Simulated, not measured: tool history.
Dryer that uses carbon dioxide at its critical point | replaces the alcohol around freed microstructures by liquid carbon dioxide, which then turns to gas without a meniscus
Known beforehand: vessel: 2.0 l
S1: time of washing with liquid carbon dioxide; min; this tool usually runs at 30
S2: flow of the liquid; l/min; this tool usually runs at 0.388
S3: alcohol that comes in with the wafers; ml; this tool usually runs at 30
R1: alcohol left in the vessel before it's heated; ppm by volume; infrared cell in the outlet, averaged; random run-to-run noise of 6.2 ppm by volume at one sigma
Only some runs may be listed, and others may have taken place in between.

Run 1, day 0: usual settings. Result: R1 316 ppm by volume.
Run 2, day 0.762: usual settings but S3 101 ml. Result: R1 923 ppm by volume.
Run 3, day 2.65: usual settings but S3 101 ml. Result: R1 976 ppm by volume.
Run 4, day 3.804: usual settings. Result: R1 352 ppm by volume.
Run 5, day 5.221: usual settings. Result: R1 362 ppm by volume.
Run 6, day 6.079: usual settings. Result: R1 374 ppm by volume.
Run 7, day 7.2: usual settings but S2 0.49 l/min. Result: R1 182 ppm by volume.
Run 8, day 8.375: usual settings but S2 0.49 l/min. Result: R1 192 ppm by volume.
Run 9, day 10.112: usual settings but S2 0.49 l/min, S3 39 ml. Result: R1 227 ppm by volume.
Run 10, day 11.912: usual settings. Result: R1 430 ppm by volume.
Run 11, day 13.629: usual settings. Result: R1 422 ppm by volume.
Run 12, day 15.204: usual settings but S3 118 ml. Result: R1 1423 ppm by volume.
Run 13, day 16.171: usual settings but S3 118 ml. Result: R1 1463 ppm by volume.
Run 14, day 17.738: usual settings but S3 118 ml. Result: R1 1495 ppm by volume.
At day 18.538: inlet filter changed.
Run 15, day 18.567: usual settings but S3 118 ml. Result: R1 1098 ppm by volume.
Run 16, day 20.012: usual settings but S1 26 min, S2 0.335 l/min. Result: R1 858 ppm by volume.
Run 17, day 21.229: usual settings but S2 0.654 l/min, S3 55 ml. Result: R1 172 ppm by volume.
Run 18, day 22.258: usual settings but S2 0.654 l/min, S3 55 ml. Result: R1 180 ppm by volume.
Run 19, day 23.875: usual settings but S2 0.654 l/min, S3 55 ml. Result: R1 184 ppm by volume.
Run 20, day 25.688: usual settings but S2 0.654 l/min, S3 55 ml. Result: R1 197 ppm by volume.
Run 21, day 26.571: usual settings but S1 33 min, S2 0.618 l/min, S3 55 ml. Result: R1 194 ppm by volume.
Run 22, day 27.329: usual settings but S1 33 min, S2 0.618 l/min, S3 55 ml. Result: R1 189 ppm by volume.
Run 23, day 28.617: usual settings but S1 33 min, S2 0.618 l/min, S3 55 ml. Result: R1 199 ppm by volume.
Run 24, day 29.821: usual settings but S1 33 min, S2 0.618 l/min, S3 55 ml. Result: R1 205 ppm by volume.
Run 25, day 30.746: usual settings but S1 18 min, S2 0.574 l/min, S3 27 ml. Result: R1 575 ppm by volume.
Run 26, day 32.025: usual settings but S1 20 min, S2 0.574 l/min, S3 27 ml. Result: R1 457 ppm by volume.
Run 27, day 33.312: usual settings but S1 32 min, S2 0.262 l/min, S3 36 ml. Result: R1 1428 ppm by volume.
Run 28, day 34.804: usual settings but S1 32 min, S2 0.262 l/min, S3 104 ml. Result: R1 3796 ppm by volume.

What if the next run were any one of these 3? Each begins from the tool's condition after run 28:
Run A, day 35.892: usual settings but S3 40 ml. Result: R1 ?.
Run B, day 35.892: usual settings but S1 47 min, S2 0.334 l/min, S3 26 ml. Result: R1 ?.
Run C, day 35.892: usual settings but S1 27 min, S2 0.262 l/min, S3 104 ml. Result: R1 ?.

run    R1
  A   634
  B   284
  C  5771
Had the tool no hidden state, the same runs would have come out as:
run    R1
  A   311
  B    58
  C  4589
